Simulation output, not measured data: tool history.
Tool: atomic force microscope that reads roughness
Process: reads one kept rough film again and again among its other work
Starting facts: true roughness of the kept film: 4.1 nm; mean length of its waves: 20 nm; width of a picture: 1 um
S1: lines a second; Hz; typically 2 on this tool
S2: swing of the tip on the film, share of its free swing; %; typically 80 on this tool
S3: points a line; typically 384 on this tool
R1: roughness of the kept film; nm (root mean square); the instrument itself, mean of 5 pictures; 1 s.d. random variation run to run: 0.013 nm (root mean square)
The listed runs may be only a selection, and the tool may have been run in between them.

| run | hour | S1 | S2 | S3 | R1 |
|---|---|---|---|---|---|
| 1 | 0 | 2 | 80 | 384 | 3.001 |
| 2 | 20.3 | 2 | 67 | 384 | 3.005 |
| 3 | 39.9 | 2 | 67 | 384 | 2.875 |
| 4 | 59.4 | 2 | 67 | 384 | 2.772 |
| 5 | 80.6 | 1.99 | 80 | 384 | 2.572 |
|  | 93.1 | new tip fitted |
| 6 | 98.1 | 2 | 70 | 384 | 3.118 |
| 7 | 112.7 | 2 | 80 | 384 | 2.949 |
| 8 | 136 | 2 | 80 | 384 | 2.79 |
| 9 | 153.7 | 2 | 80 | 891 | 2.735 |
| 10 | 169.3 | 2 | 80 | 644 | 2.653 |
|  | 186.7 | new tip fitted |
| 11 | 186.7 | 2 | 80 | 644 | 3.107 |
| 12 | 207.8 | 2 | 70 | 916 | 3.04 |
| 13 | 229.4 | 1.17 | 70 | 384 | 2.937 |
| 14 | 244.7 | 1.17 | 70 | 384 | 2.853 |
| 15 | 264.8 | 1.48 | 71 | 343 | 2.725 |
|  | 279.1 | new tip fitted |
| 16 | 286.9 | 1.48 | 71 | 343 | 3.141 |
| 17 | 299.3 | 2.55 | 84 | 277 | 2.779 |
| 18 | 314 | 2 | 80 | 613 | 2.888 |
| 19 | 336.5 | 2 | 58 | 390 | 2.899 |
| 20 | 356.3 | 2.57 | 80 | 917 | 2.596 |
|  | 372.7 | new tip fitted |
| 21 | 373.6 | 2.57 | 80 | 917 | 3.015 |

Consider 3 possible next runs. They are alternatives, not a sequence: every one starts from the tool as it was left by run 21. What does each give?
| A | 387.3 | 2 | 63 | 645 | ? |
| B | 387.3 | 3.71 | 69 | 814 | ? |
| C | 387.3 | 0.93 | 84 | 917 | ? |

| run | R1 |
|---|---|
| A | 3.108 |
| B | 2.976 |
| C | 3.081 |
With the hidden condition removed and each run's random variation left untouched, the same runs would have given:
| run | R1 |
|---|---|
| A | 3.268 |
| B | 3.13 |
| C | 3.24 |
